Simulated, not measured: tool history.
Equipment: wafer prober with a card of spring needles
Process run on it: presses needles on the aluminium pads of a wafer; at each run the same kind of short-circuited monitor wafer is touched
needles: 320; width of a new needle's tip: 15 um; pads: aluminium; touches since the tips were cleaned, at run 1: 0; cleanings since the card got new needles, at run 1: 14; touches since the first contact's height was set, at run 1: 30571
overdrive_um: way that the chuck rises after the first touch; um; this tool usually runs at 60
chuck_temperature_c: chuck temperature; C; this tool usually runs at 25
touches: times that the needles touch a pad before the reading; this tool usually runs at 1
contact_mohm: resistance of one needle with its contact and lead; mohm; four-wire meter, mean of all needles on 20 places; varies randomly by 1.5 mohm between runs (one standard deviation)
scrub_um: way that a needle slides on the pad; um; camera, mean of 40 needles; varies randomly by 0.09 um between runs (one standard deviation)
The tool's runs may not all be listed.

run	hour	overdrive_um	chuck_temperature_c	touches	touches since the tips were cleaned	cleanings since the card got new needles	touches since the first contact's height was set	contact_mohm	scrub_um
1	0.0	60	25	1	0	14	30571	147	14.50
# hour 7.4: tips cleaned on abrasive film
2	10.9	60	25	1	897	15	33337	147	14.65
# hour 15.0: tips cleaned on abrasive film
# hour 22.2: tips cleaned on abrasive film
3	22.2	60	25	1	0	17	36187	147	14.68
# hour 29.6: tips cleaned on abrasive film
4	32.0	60	25	1	628	18	38693	147	14.81
# hour 37.3: tips cleaned on abrasive film
5	37.8	62	25	1	116	19	40152	145	15.28
6	43.7	60	25	1	1637	19	41673	149	14.68
# hour 44.6: tips cleaned on abrasive film
# hour 52.0: tips cleaned on abrasive film
7	57.0	60	25	1	1268	21	45024	147	14.65
# hour 59.6: tips cleaned on abrasive film
# hour 66.9: tips cleaned on abrasive film
8	68.5	60	25	1	409	23	47928	147	14.65
# hour 74.6: tips cleaned on abrasive film
9	75.6	60	40	1	258	24	49730	147	14.64
# hour 82.2: tips cleaned on abrasive film
10	84.7	60	40	1	641	25	52039	151	14.69
# hour 89.7: tips cleaned on abrasive film
11	96.3	60	25	1	1705	26	55001	145	14.87
# hour 97.6: tips cleaned on abrasive film
# hour 104.6: tips cleaned on abrasive film
12	108.2	60	112	1	924	28	58011	162	14.72
# hour 112.0: tips cleaned on abrasive film
# hour 119.3: tips cleaned on abrasive film
13	120.5	66	25	1	299	30	61109	146	16.25
# hour 126.8: tips cleaned on abrasive film
14	132.1	60	25	1	1367	31	64077	146	14.67
# hour 134.5: tips cleaned on abrasive film
# hour 141.8: tips cleaned on abrasive film
15	145.7	60	25	1	981	33	67502	148	14.73
# hour 149.4: tips cleaned on abrasive film
16	155.9	60	25	1	1646	34	70093	145	14.74
# hour 156.5: tips cleaned on abrasive film
# hour 164.3: tips cleaned on abrasive film
17	164.9	60	33	1	176	36	72377	147	14.66
# hour 172.1: tips cleaned on abrasive film
18	172.1	60	33	1	0	37	74183	148	14.56
19	178.5	66	61	1	1645	37	75828	151	16.06
# hour 179.5: tips cleaned on abrasive film
# hour 186.8: tips cleaned on abrasive film
20	188.2	66	61	1	354	39	78264	149	16.04
# hour 194.3: tips cleaned on abrasive film
21	197.0	43	31	1	704	40	80509	150	10.49
# hour 202.0: tips cleaned on abrasive film
22	207.8	43	110	1	1503	41	83262	164	10.48
# hour 209.9: tips cleaned on abrasive film
23	215.3	50	86	1	1379	42	85147	157	12.26
# hour 217.4: tips cleaned on abrasive film
# hour 224.5: tips cleaned on abrasive film
24	225.2	73	94	1	180	44	87656	156	17.74
# hour 232.1: tips cleaned on abrasive film
25	233.9	71	66	2	452	45	89854	153	17.46
# hour 239.7: tips cleaned on abrasive film
26	242.1	62	48	1	627	46	91951	149	15.04
# hour 247.7: tips cleaned on abrasive film
27	251.1	62	48	1	870	47	94218	151	15.20
# hour 254.9: tips cleaned on abrasive film
28	257.6	62	48	1	708	48	95881	149	15.19
# hour 262.6: tips cleaned on abrasive film
29	264.6	52	26	2	510	49	97634	150	12.62
# hour 270.3: tips cleaned on abrasive film
30	275.5	60	39	1	1335	50	100415	149	14.33
# hour 277.4: tips cleaned on abrasive film
31	284.0	60	125	3	1675	51	102564	164	14.79

Consider 3 possible next runs. They are alternatives, not a sequence: every one starts from the tool as it was left by run 31. What does each give?
# hour 284.7: tips cleaned on abrasive film
# hour 291.9: tips cleaned on abrasive film
A	295.0	65	125	3	790	53	105350	?	?
# hour 284.7: tips cleaned on abrasive film
# hour 291.9: tips cleaned on abrasive film
B	295.0	61	59	3	790	53	105350	?	?
# hour 284.7: tips cleaned on abrasive film
# hour 291.9: tips cleaned on abrasive film
C	295.0	60	125	1	790	53	105350	?	?

run	contact_mohm	scrub_um
A	165	15.94
B	155	15.05
C	162	14.82
Had the tool no hidden state, the same runs would have come out as:
run	contact_mohm	scrub_um
A	165	15.95
B	155	15.06
C	162	14.83
